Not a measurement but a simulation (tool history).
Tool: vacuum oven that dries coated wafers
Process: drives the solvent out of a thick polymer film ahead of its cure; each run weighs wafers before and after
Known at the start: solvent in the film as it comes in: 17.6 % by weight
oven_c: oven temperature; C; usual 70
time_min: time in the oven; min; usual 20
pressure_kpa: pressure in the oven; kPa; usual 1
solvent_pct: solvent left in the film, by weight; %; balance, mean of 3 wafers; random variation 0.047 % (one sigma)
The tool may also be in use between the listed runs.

Run 1, hour 0: usual settings. Result: solvent_pct 0.93 %.
Run 2, hour 7.7: usual settings. Result: solvent_pct 0.92 %.
Run 3, hour 18.9: usual settings. Result: solvent_pct 0.89 %.
Run 4, hour 27.1: usual settings but time_min 32 min. Result: solvent_pct 0.42 %.
Run 5, hour 34: usual settings. Result: solvent_pct 0.97 %.
Run 6, hour 40.2: usual settings. Result: solvent_pct 0.97 %.
Run 7, hour 50.5: usual settings. Result: solvent_pct 0.93 %.
Run 8, hour 62.5: usual settings. Result: solvent_pct 0.91 %.
Run 9, hour 68: usual settings but time_min 13 min. Result: solvent_pct 2.15 %.
Run 10, hour 73.7: usual settings but oven_c 62 C. Result: solvent_pct 2.64 %.
Run 11, hour 81.4: usual settings but pressure_kpa 0.86 kPa. Result: solvent_pct 0.89 %.
Run 12, hour 92.4: usual settings. Result: solvent_pct 0.96 %.
Run 13, hour 101.7: usual settings. Result: solvent_pct 1.01 %.
Run 14, hour 113.4: usual settings but time_min 12 min, pressure_kpa 0.63 kPa. Result: solvent_pct 2.43 %.
Run 15, hour 123.9: usual settings but oven_c 63 C. Result: solvent_pct 2.35 %.
Run 16, hour 131.1: usual settings but oven_c 69 C, pressure_kpa 0.55 kPa. Result: solvent_pct 0.94 %.
Run 17, hour 137.9: usual settings but oven_c 58 C, time_min 23 min, pressure_kpa 0.62 kPa. Result: solvent_pct 3.09 %.
Run 18, hour 142.8: usual settings but pressure_kpa 2.5 kPa. Result: solvent_pct 1.41 %.
Run 19, hour 149.3: usual settings but pressure_kpa 2.5 kPa. Result: solvent_pct 1.27 %.
Run 20, hour 156.8: usual settings but pressure_kpa 2.5 kPa. Result: solvent_pct 1.37 %.
Run 21, hour 166.8: usual settings but oven_c 68 C, time_min 31 min, pressure_kpa 2.5 kPa. Result: solvent_pct 0.98 %.
Run 22, hour 175.7: usual settings but oven_c 68 C, time_min 31 min, pressure_kpa 2.5 kPa. Result: solvent_pct 0.99 %.
Run 23, hour 185: usual settings but oven_c 64 C, time_min 12 min, pressure_kpa 1.02 kPa. Result: solvent_pct 4.29 %.
At hour 189: oven's thermocouples calibrated.
Run 24, hour 193.8: usual settings but time_min 25 min, pressure_kpa 0.51 kPa. Result: solvent_pct 0.75 %.
Run 25, hour 201.4: usual settings but time_min 25 min, pressure_kpa 0.51 kPa. Result: solvent_pct 0.85 %.

Forecast run 26:
Run 26, hour 207.7: usual settings but oven_c 82 C, time_min 13 min, pressure_kpa 0.67 kPa. Result: solvent_pct ?.

{"run 26": {"solvent_pct": 0.58}}
Without the tool's hidden state the same run would have given solvent_pct 0.58 %.
